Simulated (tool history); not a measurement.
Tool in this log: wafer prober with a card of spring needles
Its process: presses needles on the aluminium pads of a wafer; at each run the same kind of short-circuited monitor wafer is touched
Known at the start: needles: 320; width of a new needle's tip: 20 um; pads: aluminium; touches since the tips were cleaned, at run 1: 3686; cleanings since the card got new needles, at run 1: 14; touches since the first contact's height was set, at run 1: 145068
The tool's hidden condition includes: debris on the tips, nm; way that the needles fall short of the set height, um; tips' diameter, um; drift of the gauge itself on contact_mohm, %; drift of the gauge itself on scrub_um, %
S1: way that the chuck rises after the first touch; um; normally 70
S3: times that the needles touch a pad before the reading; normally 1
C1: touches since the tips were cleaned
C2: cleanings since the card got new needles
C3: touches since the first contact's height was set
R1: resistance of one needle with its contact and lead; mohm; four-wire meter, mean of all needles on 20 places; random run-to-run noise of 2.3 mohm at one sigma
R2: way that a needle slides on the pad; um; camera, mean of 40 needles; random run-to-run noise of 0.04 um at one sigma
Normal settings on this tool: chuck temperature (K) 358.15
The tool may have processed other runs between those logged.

Run 1, hour 0: usual settings; C1 3686; C2 14; C3 145068. Result: R1 255 mohm, R2 17.57 um.
At hour 14.3: tips cleaned on abrasive film.
Run 2, hour 20.5: usual settings but chuck temperature (K) 370.15; C1 2624; C2 15; C3 153750. Result: R1 262 mohm, R2 17.5 um.
At hour 35.3: tips cleaned on abrasive film.
Run 3, hour 46.5: usual settings but chuck temperature (K) 370.15; C1 4810; C2 16; C3 164820. Result: R1 261 mohm, R2 17.61 um.
At hour 56.3: tips cleaned on abrasive film.
At hour 74.8: height of the first contact set anew.
At hour 80: tips cleaned on abrasive film.
Run 4, hour 83.3: usual settings but chuck temperature (K) 370.15; C1 1378; C2 18; C3 3577. Result: R1 262 mohm, R2 17.56 um.
At hour 102.8: tips cleaned on abrasive film.
Run 5, hour 114.6: usual settings but chuck temperature (K) 370.15; C1 5056; C2 19; C3 16900. Result: R1 264 mohm, R2 17.5 um.
At hour 124.1: tips cleaned on abrasive film.
Run 6, hour 136.1: usual settings but chuck temperature (K) 370.15; C1 5103; C2 20; C3 26010. Result: R1 262 mohm, R2 17.54 um.
At hour 147.5: tips cleaned on abrasive film.
At hour 170.4: tips cleaned on abrasive film.
Run 7, hour 179.4: usual settings but chuck temperature (K) 370.15; C1 3862; C2 22; C3 44386. Result: R1 261 mohm, R2 17.59 um.
At hour 191.6: tips cleaned on abrasive film.
At hour 213.3: tips cleaned on abrasive film.
Run 8, hour 219.5: usual settings but chuck temperature (K) 370.15; C1 2606; C2 24; C3 61368. Result: R1 263 mohm, R2 17.62 um.
At hour 235.8: tips cleaned on abrasive film.
Run 9, hour 253.2: usual settings but chuck temperature (K) 313.15; C1 7405; C2 25; C3 75690. Result: R1 248 mohm, R2 17.6 um.
At hour 257.9: tips cleaned on abrasive film.
At hour 280.4: tips cleaned on abrasive film.
Run 10, hour 291.1: usual settings; C1 4535; C2 27; C3 91757. Result: R1 263 mohm, R2 17.57 um.
At hour 301.7: tips cleaned on abrasive film.
Run 11, hour 317.7: usual settings; C1 6812; C2 28; C3 103065. Result: R1 257 mohm, R2 17.58 um.
At hour 324.5: tips cleaned on abrasive film.
Run 12, hour 341: usual settings; C1 7023; C2 29; C3 112932. Result: R1 260 mohm, R2 17.62 um.
At hour 345.8: tips cleaned on abrasive film.
Run 13, hour 360.3: usual settings; C1 6192; C2 30; C3 121132. Result: R1 257 mohm, R2 17.56 um.
At hour 367.5: tips cleaned on abrasive film.
Run 14, hour 386.6: usual settings; C1 8157; C2 31; C3 132302. Result: R1 261 mohm, R2 17.56 um.
At hour 390.6: tips cleaned on abrasive film.
At hour 413.3: tips cleaned on abrasive film.
Run 15, hour 426.2: usual settings but S1 66 um; C1 5493; C2 33; C3 149087. Result: R1 259 mohm, R2 16.53 um.
At hour 436.3: tips cleaned on abrasive film.
At hour 457.4: tips cleaned on abrasive film.
Run 16, hour 457.4: usual settings but S1 66 um; C1 0; C2 35; C3 162290. Result: R1 254 mohm, R2 16.57 um.
At hour 480.2: tips cleaned on abrasive film.
Run 17, hour 480.7: usual settings but S1 52 um, chuck temperature (K) 341.15, S3 2; C1 242; C2 36; C3 172205. Result: R1 260 mohm, R2 13.05 um.
At hour 491: height of the first contact set anew.
At hour 503.1: tips cleaned on abrasive film.
Run 18, hour 507.9: usual settings but S1 52 um, chuck temperature (K) 341.15, S3 2; C1 2046; C2 37; C3 7172. Result: R1 260 mohm, R2 13.01 um.
At hour 526.8: tips cleaned on abrasive film.
Run 19, hour 544.6: usual settings but S1 51 um, chuck temperature (K) 327.15; C1 7608; C2 38; C3 22776. Result: R1 253 mohm, R2 12.84 um.
At hour 547.6: tips cleaned on abrasive film.
At hour 568.9: tips cleaned on abrasive film.
Run 20, hour 568.9: usual settings but S1 66 um, chuck temperature (K) 327.15; C1 0; C2 40; C3 33053. Result: R1 251 mohm, R2 16.59 um.

The next listed run, before its measurement:
At hour 592: tips cleaned on abrasive film.
Run 21, hour 604.9: usual settings but chuck temperature (K) 328.15; C1 5538; C2 41; C3 48361. Result: R1 ?, R2 ?.

R1: 250 mohm
R2: 17.6 um
Had the tool carried no hidden state, the very same run would have given R1 249 mohm, R2 17.6 um.
